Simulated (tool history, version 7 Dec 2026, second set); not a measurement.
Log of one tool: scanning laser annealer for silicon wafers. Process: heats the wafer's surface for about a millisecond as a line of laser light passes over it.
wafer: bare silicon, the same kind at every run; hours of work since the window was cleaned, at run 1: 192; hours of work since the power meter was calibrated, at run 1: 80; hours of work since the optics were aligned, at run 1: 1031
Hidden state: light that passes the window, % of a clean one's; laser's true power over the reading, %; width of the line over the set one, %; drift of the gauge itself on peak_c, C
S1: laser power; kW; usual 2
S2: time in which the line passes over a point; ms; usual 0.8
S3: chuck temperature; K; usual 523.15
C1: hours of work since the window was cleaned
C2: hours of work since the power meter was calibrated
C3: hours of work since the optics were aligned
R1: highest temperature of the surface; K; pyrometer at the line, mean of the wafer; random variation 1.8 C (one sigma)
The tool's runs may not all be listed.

{"run": 1, "hour": 0.0, "S1": 2, "S2": 0.8, "S3": 523.15, "C1": 192, "C2": 80, "C3": 1031, "R1": 1235.15}
{"run": 2, "hour": 9.8, "S1": 2, "S2": 0.8, "S3": 523.15, "C1": 197, "C2": 85, "C3": 1036, "R1": 1231.15}
{"run": 3, "hour": 22.4, "S1": 2, "S2": 0.8, "S3": 523.15, "C1": 204, "C2": 92, "C3": 1043, "R1": 1231.15}
{"run": 4, "hour": 35.6, "S1": 2, "S2": 0.641, "S3": 523.15, "C1": 212, "C2": 100, "C3": 1051, "R1": 1149.15}
{"run": 5, "hour": 44.4, "S1": 1.986, "S2": 0.8, "S3": 523.15, "C1": 217, "C2": 104, "C3": 1056, "R1": 1227.15}
{"run": 6, "hour": 58.7, "S1": 2, "S2": 0.8, "S3": 523.15, "C1": 225, "C2": 112, "C3": 1064, "R1": 1233.15}
{"run": 7, "hour": 75.3, "S1": 2.076, "S2": 0.8, "S3": 523.15, "C1": 234, "C2": 122, "C3": 1073, "R1": 1261.15}
{"run": 8, "hour": 95.9, "S1": 1.92, "S2": 0.8, "S3": 523.15, "C1": 245, "C2": 133, "C3": 1084, "R1": 1205.15}
{"run": 9, "hour": 115.2, "S1": 1.92, "S2": 0.8, "S3": 523.15, "C1": 256, "C2": 144, "C3": 1095, "R1": 1204.15}
{"run": 10, "hour": 131.7, "S1": 1.92, "S2": 0.8, "S3": 523.15, "C1": 265, "C2": 153, "C3": 1104, "R1": 1204.15}
{"run": 11, "hour": 141.6, "S1": 1.797, "S2": 0.8, "S3": 523.15, "C1": 271, "C2": 158, "C3": 1110, "R1": 1163.15}
{"run": 12, "hour": 162.3, "S1": 2, "S2": 0.8, "S3": 523.15, "C1": 282, "C2": 170, "C3": 1121, "R1": 1230.15}
{"run": 13, "hour": 180.1, "S1": 2, "S2": 0.8, "S3": 523.15, "C1": 292, "C2": 180, "C3": 1131, "R1": 1234.15}
{"run": 14, "hour": 196.0, "S1": 2, "S2": 0.8, "S3": 523.15, "C1": 301, "C2": 189, "C3": 1140, "R1": 1232.15}
{"run": 15, "hour": 216.9, "S1": 2, "S2": 0.8, "S3": 523.15, "C1": 312, "C2": 200, "C3": 1152, "R1": 1233.15}
{"run": 16, "hour": 225.8, "S1": 1.923, "S2": 0.968, "S3": 512.15, "C1": 317, "C2": 205, "C3": 1157, "R1": 1276.15}
{"run": 17, "hour": 235.2, "S1": 1.923, "S2": 0.968, "S3": 512.15, "C1": 323, "C2": 210, "C3": 1162, "R1": 1274.15}
{"run": 18, "hour": 254.3, "S1": 1.733, "S2": 0.87, "S3": 523.15, "C1": 333, "C2": 221, "C3": 1172, "R1": 1164.15}
{"run": 19, "hour": 273.9, "S1": 1.733, "S2": 0.87, "S3": 523.15, "C1": 344, "C2": 232, "C3": 1183, "R1": 1167.15}
{"run": 20, "hour": 290.0, "S1": 1.954, "S2": 0.87, "S3": 523.15, "C1": 353, "C2": 241, "C3": 1192, "R1": 1248.15}
{"run": 21, "hour": 302.8, "S1": 2, "S2": 0.903, "S3": 523.15, "C1": 360, "C2": 248, "C3": 1199, "R1": 1284.15}
{"run": 22, "hour": 319.9, "S1": 1.74, "S2": 0.631, "S3": 523.15, "C1": 370, "C2": 258, "C3": 1209, "R1": 1057.15}
{"run": 23, "hour": 328.6, "S1": 2, "S2": 0.828, "S3": 548.15, "C1": 375, "C2": 262, "C3": 1214, "R1": 1272.15}
{"run": 24, "hour": 347.3, "S1": 2, "S2": 0.828, "S3": 548.15, "C1": 385, "C2": 273, "C3": 1224, "R1": 1273.15}

Forecast each of these 4 alternatives for the next run:
{"run": "A", "hour": 366.5, "S1": 2.192, "S2": 0.877, "S3": 521.15, "C1": 396, "C2": 283, "C3": 1235, "R1": "?"}
{"run": "B", "hour": 366.5, "S1": 2, "S2": 0.63, "S3": 523.15, "C1": 396, "C2": 283, "C3": 1235, "R1": "?"}
{"run": "C", "hour": 366.5, "S1": 1.819, "S2": 0.8, "S3": 523.15, "C1": 396, "C2": 283, "C3": 1235, "R1": "?"}
{"run": "D", "hour": 366.5, "S1": 1.837, "S2": 0.828, "S3": 552.15, "C1": 396, "C2": 283, "C3": 1235, "R1": "?"}

run=A R1=1340.15
run=B R1=1141.15
run=C R1=1164.15
run=D R1=1215.15
Without the tool's hidden state the same runs would have given:
run=A R1=1355.15
run=B R1=1152.15
run=C R1=1175.15
run=D R1=1227.15

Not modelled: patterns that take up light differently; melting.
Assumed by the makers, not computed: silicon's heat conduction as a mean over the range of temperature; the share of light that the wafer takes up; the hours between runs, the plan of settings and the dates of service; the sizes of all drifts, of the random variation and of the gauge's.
